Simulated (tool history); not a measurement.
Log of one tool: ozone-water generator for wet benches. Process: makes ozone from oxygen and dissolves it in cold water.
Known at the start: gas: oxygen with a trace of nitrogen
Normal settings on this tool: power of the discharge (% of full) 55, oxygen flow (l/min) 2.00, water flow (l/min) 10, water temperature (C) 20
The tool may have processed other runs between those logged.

| run | hour | power of the discharge (% of full) | oxygen flow (l/min) | water flow (l/min) | water temperature (C) | dissolved ozone (ppm) | ozone in the gas ahead of the water (g/m3) |
|---|---|---|---|---|---|---|---|
| 1 | 0.0 | 55 | 2.00 | 10 | 20 | 13.0 | 187.1 |
| 2 | 52.5 | 55 | 2.00 | 10 | 20 | 12.9 | 189.0 |
| 3 | 97.6 | 55 | 2.00 | 10 | 20 | 12.8 | 190.6 |
| 4 | 129.7 | 82 | 2.00 | 10 | 20 | 17.1 | 258.3 |
| 5 | 190.5 | 82 | 2.00 | 10 | 20 | 17.4 | 254.8 |
| 6 | 248.2 | 82 | 2.00 | 10 | 20 | 17.4 | 252.9 |
| 7 | 315.2 | 55 | 2.00 | 10 | 20 | 12.7 | 187.0 |
| 8 | 382.6 | 55 | 2.00 | 10 | 20 | 12.9 | 189.3 |
| 9 | 413.5 | 55 | 2.00 | 10 | 20 | 12.8 | 187.6 |
| 10 | 444.0 | 55 | 1.61 | 10 | 20 | 11.9 | 202.0 |
| 11 | 478.7 | 42 | 2.00 | 10 | 20 | 10.5 | 152.7 |
| 12 | 540.3 | 42 | 2.00 | 10 | 20 | 10.5 | 154.3 |
| 13 | 591.9 | 42 | 2.00 | 10 | 20 | 10.1 | 151.7 |
| 14 | 631.3 | 55 | 2.00 | 11 | 20 | 11.9 | 188.1 |
| 15 | 701.0 | 55 | 2.00 | 11 | 20 | 11.6 | 185.3 |
| 16 | 733.9 | 55 | 2.00 | 11 | 20 | 11.6 | 186.3 |
| 17 | 799.7 | 55 | 2.00 | 11 | 20 | 11.5 | 188.8 |
| 18 | 852.7 | 55 | 2.00 | 11 | 20 | 11.6 | 188.1 |
| 19 | 893.5 | 55 | 2.00 | 6 | 22 | 18.4 | 187.9 |
|  | 897.4 | water thermometer calibrated |
| 20 | 961.9 | 55 | 1.20 | 8 | 24 | 12.9 | 218.2 |
| 21 | 1010.2 | 55 | 2.00 | 13 | 19 | 10.0 | 186.2 |
| 22 | 1052.9 | 55 | 2.00 | 7 | 20 | 17.0 | 185.5 |
| 23 | 1123.2 | 55 | 3.24 | 10 | 20 | 13.7 | 159.8 |
|  | 1135.2 | water thermometer calibrated, once more |
| 24 | 1157.6 | 41 | 1.08 | 9 | 26 | 8.4 | 181.3 |
| 25 | 1210.6 | 41 | 1.08 | 9 | 26 | 8.7 | 182.0 |
| 26 | 1249.0 | 64 | 2.00 | 7 | 14 | 21.1 | 207.9 |
| 27 | 1297.8 | 80 | 2.00 | 8 | 18 | 20.8 | 248.0 |
| 28 | 1348.1 | 80 | 2.00 | 8 | 18 | 21.0 | 243.8 |
| 29 | 1404.2 | 80 | 2.00 | 8 | 18 | 20.9 | 242.8 |
| 30 | 1466.6 | 55 | 2.00 | 10 | 23 | 12.1 | 185.9 |
| 31 | 1519.4 | 55 | 1.75 | 15 | 13 | 8.5 | 193.1 |
| 32 | 1551.3 | 50 | 1.75 | 8 | 23 | 13.1 | 180.5 |
| 33 | 1590.0 | 50 | 1.75 | 8 | 23 | 13.2 | 180.2 |

3 ways to go on from here, each from the tool as it stands after run 33. What would each give?
| A | 1656.6 | 94 | 1.75 | 11 | 23 | ? | ? |
| B | 1656.6 | 55 | 3.22 | 10 | 13 | ? | ? |
| C | 1656.6 | 74 | 1.26 | 8 | 23 | ? | ? |

| run | dissolved ozone (ppm) | ozone in the gas ahead of the water (g/m3) |
|---|---|---|
| A | 15.9 | 287.0 |
| B | 15.6 | 157.4 |
| C | 16.1 | 266.3 |
Had the tool no hidden state, the same runs would have come out as:
| run | dissolved ozone (ppm) | ozone in the gas ahead of the water (g/m3) |
|---|---|---|
| A | 17.3 | 302.3 |
| B | 16.7 | 163.0 |
| C | 17.3 | 278.3 |

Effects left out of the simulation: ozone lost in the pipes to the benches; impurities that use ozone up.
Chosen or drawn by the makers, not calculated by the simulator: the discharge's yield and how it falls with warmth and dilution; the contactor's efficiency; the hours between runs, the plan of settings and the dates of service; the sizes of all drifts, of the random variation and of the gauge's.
